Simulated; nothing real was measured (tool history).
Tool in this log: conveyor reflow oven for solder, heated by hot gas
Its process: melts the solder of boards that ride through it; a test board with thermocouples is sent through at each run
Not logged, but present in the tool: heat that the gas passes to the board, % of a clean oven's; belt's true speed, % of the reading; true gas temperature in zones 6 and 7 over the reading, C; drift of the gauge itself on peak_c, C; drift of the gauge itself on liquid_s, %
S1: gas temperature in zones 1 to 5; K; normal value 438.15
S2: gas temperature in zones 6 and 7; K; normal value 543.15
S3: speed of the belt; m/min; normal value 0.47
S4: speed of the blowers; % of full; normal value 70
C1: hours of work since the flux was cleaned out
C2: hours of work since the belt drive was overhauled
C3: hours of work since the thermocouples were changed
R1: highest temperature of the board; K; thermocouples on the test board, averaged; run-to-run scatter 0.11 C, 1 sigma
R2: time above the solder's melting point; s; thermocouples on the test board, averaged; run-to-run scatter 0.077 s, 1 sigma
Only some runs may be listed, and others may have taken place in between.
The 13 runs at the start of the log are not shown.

run,hour,S1,S2,S3,S4,C1,C2,C3,R1,R2
14,124.8,438.15,543.15,0.47,70,39,293,277,525.65,54.68
15,132.4,438.15,543.15,0.47,70,45,298,283,525.45,54.69
16,138,438.15,543.15,0.47,70,49,303,287,525.45,54.56
17,145,451.15,552.15,0.47,66,55,308,292,534.05,64.44
18,149.9,451.15,536.15,0.47,67,58,312,296,520.75,55.67
19,156.3,443.15,536.15,0.495,67,63,317,301,517.55,46.77
20,167,438.15,543.15,0.419,70,71,325,309,529.05,64.99
21,178.4,438.15,543.15,0.419,70,80,333,317,528.95,65
22,185.3,438.15,553.15,0.419,77,85,338,323,539.75,72.13
23,193.4,425.15,531.15,0.47,79,91,345,329,515.05,43.13
24,201.7,433.15,543.15,0.47,70,97,351,335,524.25,52.34
25,213.3,438.15,543.15,0.47,71,106,360,344,525.45,54.82
26,222.6,438.15,543.15,0.47,71,113,367,351,525.35,54.77
27,232.5,438.15,546.15,0.477,57,121,374,358,522.65,50.52
28,244.5,435.15,543.15,0.395,70,130,383,367,530.05,69.32
29,251.9,451.15,543.15,0.47,70,135,389,373,527.25,60.5
30,258.6,438.15,554.15,0.47,70,140,394,378,534.85,60.62
31,268.8,438.15,554.15,0.47,70,148,401,386,534.55,60.64
32,278.6,437.15,554.15,0.454,63,156,409,393,533.45,61.38

3 ways to go on from here, each from the tool as it stands after run 32. What would each give?
A,284.8,437.15,555.15,0.454,63,160,414,398,?,?
B,284.8,435.15,554.15,0.454,63,160,414,398,?,?
C,284.8,438.15,543.15,0.551,70,160,414,398,?,?

run,R1,R2
A,534.35,62.18
B,533.05,60.63
C,518.95,40.67
Without the tool's unlogged condition, the same runs would have read:
run,R1,R2
A,535.65,62.5
B,534.25,60.99
C,520.25,41.51
